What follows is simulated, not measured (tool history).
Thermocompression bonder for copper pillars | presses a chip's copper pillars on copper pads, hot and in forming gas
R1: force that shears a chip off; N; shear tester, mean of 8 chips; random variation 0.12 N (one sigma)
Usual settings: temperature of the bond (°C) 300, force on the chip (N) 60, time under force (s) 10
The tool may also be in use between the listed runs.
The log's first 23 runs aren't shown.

Run 24, hour 1028.3: usual settings but temperature of the bond (°C) 273, force on the chip (N) 39, time under force (s) 5. Result: R1 15.1 N.
Run 25, hour 1075.5: usual settings but temperature of the bond (°C) 273, force on the chip (N) 39, time under force (s) 5. Result: R1 15 N.
Run 26, hour 1106.9: usual settings but temperature of the bond (°C) 290, force on the chip (N) 42, time under force (s) 6. Result: R1 22 N.
Run 27, hour 1149.8: usual settings but temperature of the bond (°C) 287, force on the chip (N) 38, time under force (s) 6. Result: R1 19.2 N.
Run 28, hour 1203.1: usual settings but temperature of the bond (°C) 316, force on the chip (N) 43, time under force (s) 11. Result: R1 37.9 N.
Run 29, hour 1251.9: usual settings but temperature of the bond (°C) 277, force on the chip (N) 87, time under force (s) 8. Result: R1 42 N.
Run 30, hour 1286.7: usual settings but temperature of the bond (°C) 328, force on the chip (N) 42, time under force (s) 12. Result: R1 42.8 N.
Run 31, hour 1332.8: usual settings but temperature of the bond (°C) 286, force on the chip (N) 45, time under force (s) 15. Result: R1 32.8 N.
Run 32, hour 1359: usual settings but temperature of the bond (°C) 275, force on the chip (N) 72, time under force (s) 30. Result: R1 55 N.

Run 33 comes next. What will it give?
Run 33, hour 1400.8: usual settings but temperature of the bond (°C) 298, force on the chip (N) 45, time under force (s) 16. Result: R1 ?.

{"run 33": {"R1": 38.2}}
Without the tool's hidden state the same run would have given R1 37.4 N.
